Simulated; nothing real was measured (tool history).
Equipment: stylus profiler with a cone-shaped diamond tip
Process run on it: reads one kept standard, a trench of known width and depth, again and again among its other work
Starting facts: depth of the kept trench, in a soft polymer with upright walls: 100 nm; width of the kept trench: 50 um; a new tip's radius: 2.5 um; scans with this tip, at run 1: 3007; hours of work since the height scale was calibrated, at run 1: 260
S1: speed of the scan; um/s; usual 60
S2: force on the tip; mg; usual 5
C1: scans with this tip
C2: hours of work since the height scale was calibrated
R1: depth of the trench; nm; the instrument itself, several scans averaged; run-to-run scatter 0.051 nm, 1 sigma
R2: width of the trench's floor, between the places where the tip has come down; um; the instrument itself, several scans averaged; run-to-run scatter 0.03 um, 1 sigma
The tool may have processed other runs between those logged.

run     day   S1     S2     C1   C2      R1     R2
  1       0   60      5   3007  260  101.24  48.27
  2   0.854   60      5   3131  271  101.07   48.3
  3   2.304   60    4.7   3341  289  101.08  48.33
  4   3.108   60    4.7   3457  299  101.13  48.32
  5   4.188   60    4.7   3614  313  101.26   48.3
  6   5.375   60   8.43   3785  328   101.6  48.31
  7   6.788   60   8.43   3990  345  101.56  48.26
  8   8.133   60   8.43   4184  362  101.62   48.3
  9   8.767   60   3.26   4276  370  101.01  48.23
 10  10.062   60   3.26   4463  386  101.07  48.23
 11  11.608   60   4.88   4687  406  101.16  48.26
 12  12.658   60   4.88   4839  419  101.24  48.22
 13  13.446   60   4.88   4953  429  101.25  48.24
 14  14.738   60   4.88   5140  445  101.24  48.21
 15  16.025   60   3.66   5326  461  101.06  48.21
 16  17.062   60   3.66   5477  474  101.13  48.16
 17  17.683   17      5   5566  482  101.33  48.27
       17.8  -- height scale calibrated on a step standard
 18  19.058   17      5   5762   16  101.39   48.3
 19  20.392   17      5   5955   32  101.37  48.28
 20  21.612   20      5   6131   48  101.55  48.26
 21  22.842   20      5   6310   63  101.44  48.25
 22  23.512   20      5   6407   72  101.46  48.25
 23  24.629   20      5   6568   85  101.44  48.25
     25.392  -- height scale calibrated on a step standard, once more
 24  26.008   38   2.88   6765    8  100.84   48.2
 25  27.292   38   2.88   6951   24  100.68  48.18
 26  28.333   79   3.46   7101   37  100.74   48.1
 27  29.092   79   3.46   7211   46  100.82  48.09
 28  29.775   41    7.6   7310   55  101.36  48.17
 29  30.408   34   9.06   7401   63  101.64  48.24
 30  31.358   60   3.27   7539   75  100.81  48.11
 31  32.108   24   8.43   7648   84  101.48  48.21
 32  33.267  226  11.31   7815   99  101.79  47.93
 33    34.1   60   4.84   7935  109  101.12  48.11
 34  34.825   97   9.22   8040  118  101.65  48.11
 35  36.238   60   2.52   8245  136  100.68  48.01
 36  37.775  169      5   8467  155  101.04  47.84
 37  38.533   20   7.15   8577  165  101.41  48.21
 38  39.421   20   7.15   8705  176  101.34   48.2
 39  40.854  169   3.78   8913  194  100.93  47.78
 40  41.992  169   3.78   9077  208  100.93  47.77
 41  43.408  169   3.78   9282  226  100.96  47.75
 42   44.95  169   3.78   9506  245  101.04  47.81
 43  46.196   30   9.37   9686  261  101.71  48.13
 44  47.671  142  10.47   9899  279  101.82  47.93
 45  48.704   28  10.47  10049  292  101.79  48.19
 46  50.208   36   1.85  10266  311  100.69  48.07

Below are 3 alternative next runs, each starting from the tool's condition after run 46. Predict each:
  A  51.65   23   6.7  10475  329   ?   ?
  B  51.65  134   1.7  10475  329   ?   ?
  C  51.65  104  9.33  10475  329   ?   ?

run      R1     R2
  A  101.32  48.11
  B  100.63  47.62
  C  101.69  48.03
Stripped of hidden state, with their random variation kept, the same runs would have yielded:
run      R1     R2
  A  101.17  48.56
  B  100.49  48.07
  C  101.55  48.48

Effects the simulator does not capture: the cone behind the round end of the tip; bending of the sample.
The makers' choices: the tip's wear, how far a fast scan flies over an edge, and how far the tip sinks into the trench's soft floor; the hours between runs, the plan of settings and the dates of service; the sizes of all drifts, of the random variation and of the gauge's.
